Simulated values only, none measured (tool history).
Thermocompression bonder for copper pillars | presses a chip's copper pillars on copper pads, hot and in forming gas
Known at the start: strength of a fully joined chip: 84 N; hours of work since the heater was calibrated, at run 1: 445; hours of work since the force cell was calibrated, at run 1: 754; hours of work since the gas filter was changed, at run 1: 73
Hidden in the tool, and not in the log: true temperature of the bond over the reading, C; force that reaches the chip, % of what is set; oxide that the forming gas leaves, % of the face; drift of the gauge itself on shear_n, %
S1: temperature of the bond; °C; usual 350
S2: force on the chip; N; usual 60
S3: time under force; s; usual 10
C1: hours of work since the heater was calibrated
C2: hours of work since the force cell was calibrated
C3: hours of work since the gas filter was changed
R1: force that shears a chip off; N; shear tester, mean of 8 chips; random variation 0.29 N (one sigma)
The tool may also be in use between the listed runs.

run 1 hour=0 | S1=350 S2=60 S3=10 | C1=445 C2=754 C3=73 | R1=31.8
run 2 hour=28.1 | S1=350 S2=72 S3=10 | C1=467 C2=776 C3=95 | R1=34.8
run 3 hour=43.5 | S1=350 S2=72 S3=10 | C1=479 C2=788 C3=106 | R1=34.8
run 4 hour=66.7 | S1=350 S2=72 S3=10 | C1=496 C2=806 C3=124 | R1=34.6
run 5 hour=96.7 | S1=350 S2=72 S3=10 | C1=520 C2=829 C3=148 | R1=34.4
run 6 hour=121.8 | S1=331 S2=60 S3=10 | C1=539 C2=849 C3=167 | R1=25.3
run 7 hour=141.6 | S1=331 S2=60 S3=10 | C1=554 C2=864 C3=182 | R1=25.6
-- hour=163.2 forming gas filter changed
run 8 hour=168.1 | S1=355 S2=60 S3=10 | C1=575 C2=884 C3=4 | R1=33.6
run 9 hour=182.8 | S1=350 S2=60 S3=10 | C1=586 C2=895 C3=15 | R1=32.4
run 10 hour=200.8 | S1=350 S2=60 S3=10 | C1=600 C2=909 C3=29 | R1=32.4
run 11 hour=220.2 | S1=350 S2=60 S3=10 | C1=615 C2=924 C3=44 | R1=32.3
run 12 hour=238.3 | S1=350 S2=60 S3=10 | C1=629 C2=938 C3=58 | R1=32.4
run 13 hour=270.1 | S1=350 S2=60 S3=10 | C1=654 C2=963 C3=83 | R1=32.4
run 14 hour=285 | S1=350 S2=60 S3=10 | C1=665 C2=975 C3=94 | R1=31.7
-- hour=294.8 heater calibrated with a thermocouple chip
run 15 hour=310.2 | S1=350 S2=60 S3=10 | C1=12 C2=993 C3=112 | R1=29.7
run 16 hour=344.3 | S1=350 S2=53 S3=10 | C1=38 C2=1019 C3=139 | R1=27.8
run 17 hour=365.2 | S1=365 S2=82 S3=22 | C1=54 C2=1035 C3=155 | R1=51.8
-- hour=369.1 force cell calibrated
run 18 hour=397.5 | S1=350 S2=57 S3=22 | C1=78 C2=22 C3=179 | R1=39.8

Run 19 comes next. What will it give?
run 19 hour=415.9 | S1=350 S2=57 S3=22 | C1=93 C2=36 C3=193 | R1=?

Run 19 gave R1 39.6 N.
Without the tool's hidden state the same run would have given R1 41.4 N.
